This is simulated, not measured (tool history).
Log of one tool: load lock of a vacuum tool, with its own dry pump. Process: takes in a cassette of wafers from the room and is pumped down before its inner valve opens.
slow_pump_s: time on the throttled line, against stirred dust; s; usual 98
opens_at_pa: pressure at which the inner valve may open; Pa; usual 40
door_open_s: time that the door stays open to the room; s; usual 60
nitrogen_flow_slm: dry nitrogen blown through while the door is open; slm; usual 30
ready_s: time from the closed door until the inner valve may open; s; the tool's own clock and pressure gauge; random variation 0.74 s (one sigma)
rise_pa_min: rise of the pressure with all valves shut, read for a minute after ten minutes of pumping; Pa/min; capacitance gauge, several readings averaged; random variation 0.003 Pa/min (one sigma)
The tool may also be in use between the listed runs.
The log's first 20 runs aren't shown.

run     hour  slow_pump_s  opens_at_pa  door_open_s  nitrogen_flow_slm  incoming humidity of the room's air, %  ready_s  rise_pa_min
 21  10356.7          117           41          153                 22                                    43.5    172.0        0.320
 22  10739.5          117           41          153                 22                                    45.1    171.0        0.364
 23  11204.6           97           63           39                 13                                    48.1    152.9        0.403
 24  11614.1           93           63           77                 31                                    48.5    149.5        0.443
     12084.9  -- door's seal changed, seat wiped
 25  12110.8           93           59           77                 15                                    49.8    151.3        0.030
 26  12517.8           52           40           60                  4                                    46.0    122.5        0.044
 27  12827.2           98           38           60                 11                                    45.9    159.3        0.039
 28  13451.6          166           50          120                 16                                    46.6    213.3        0.075
 29  13822.1          166           50          120                 16                                    45.8    211.9        0.084
 30  14163.8           63           50          120                 17                                    41.5    131.8        0.096

Forecast each of these 4 alternatives for the next run:
  A  14582.8          129           71           65                 17                                    45.5        ?            ?
  B  14582.8           63           48           84                  8                                    46.9        ?            ?
  C  14582.8           98           40           50                 30                                    46.0        ?            ?
  D  14582.8           98           40           66                 22                                    46.2        ?            ?

run  ready_s  rise_pa_min
  A    180.2        0.108
  B    131.2        0.114
  C    161.1        0.100
  D    160.0        0.100
Without the tool's hidden state the same runs would have given:
run  ready_s  rise_pa_min
  A    170.1        0.027
  B    117.5        0.034
  C    148.5        0.019
  D    147.5        0.021
